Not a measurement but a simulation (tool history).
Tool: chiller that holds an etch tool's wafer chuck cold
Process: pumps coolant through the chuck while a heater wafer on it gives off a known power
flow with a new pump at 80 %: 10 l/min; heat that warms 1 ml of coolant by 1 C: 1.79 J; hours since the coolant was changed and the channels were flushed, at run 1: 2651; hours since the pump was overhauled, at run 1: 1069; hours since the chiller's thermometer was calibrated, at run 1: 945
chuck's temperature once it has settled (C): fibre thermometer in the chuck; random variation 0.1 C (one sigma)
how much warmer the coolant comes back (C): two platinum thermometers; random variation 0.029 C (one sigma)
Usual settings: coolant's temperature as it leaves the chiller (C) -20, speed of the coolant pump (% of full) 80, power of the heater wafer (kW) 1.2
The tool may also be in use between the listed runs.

run,day,coolant's temperature as it leaves the chiller (C),speed of the coolant pump (% of full),power of the heater wafer (kW),hours since the coolant was changed and the channels were flushed,hours since the pump was overhauled,hours since the chiller's thermometer was calibrated,chuck's temperature once it has settled (C),how much warmer the coolant comes back (C)
1,0,-20,80,1.2,2651,1069,945,-9.3,4
2,2.4,-20,80,1.057,2708,1127,1002,-10.5,3.54
3,4.708,-20,80,1.2,2764,1182,1058,-9.2,4.01
4,7.879,-24,80,1.2,2840,1258,1134,-13.2,4.02
5,10.554,-24,80,1.2,2904,1322,1198,-13.1,4.05
6,13.388,-20,80,1.2,2972,1390,1266,-9.2,4.03
7,14.925,-20,93,1.2,3009,1427,1303,-10.6,3.38
8,17.683,-20,93,1.2,3075,1493,1369,-10.5,3.44
9,19.492,-20,93,1.2,3119,1537,1413,-10.6,3.37
10,23.1,-20,80,0.672,3205,1623,1499,-13.8,2.23
11,25.767,-20,80,0.672,3269,1687,1563,-14,2.25
12,27.829,-20,80,0.672,3319,1737,1613,-14.2,2.27
13,30.058,-20,80,0.672,3372,1790,1666,-14,2.23
14,33.342,-20,80,0.672,3451,1869,1745,-14.1,2.16
15,37.104,-20,80,1.653,3541,1959,1835,-5.2,5.56
16,38.679,-20,80,1.653,3579,1997,1873,-5.2,5.55
17,41.612,-25,93,1.752,3650,2068,1944,-11.1,4.95

Forecast run 18:
18,44.204,-29,73,1.2,3712,2130,2006,?,?

{"run 18": {"chuck's temperature once it has settled (C)": -17.4, "how much warmer the coolant comes back (C)": 4.49}}
Without the tool's hidden state the same run would have given chuck's temperature once it has settled (C) -17.5, how much warmer the coolant comes back (C) 4.48.
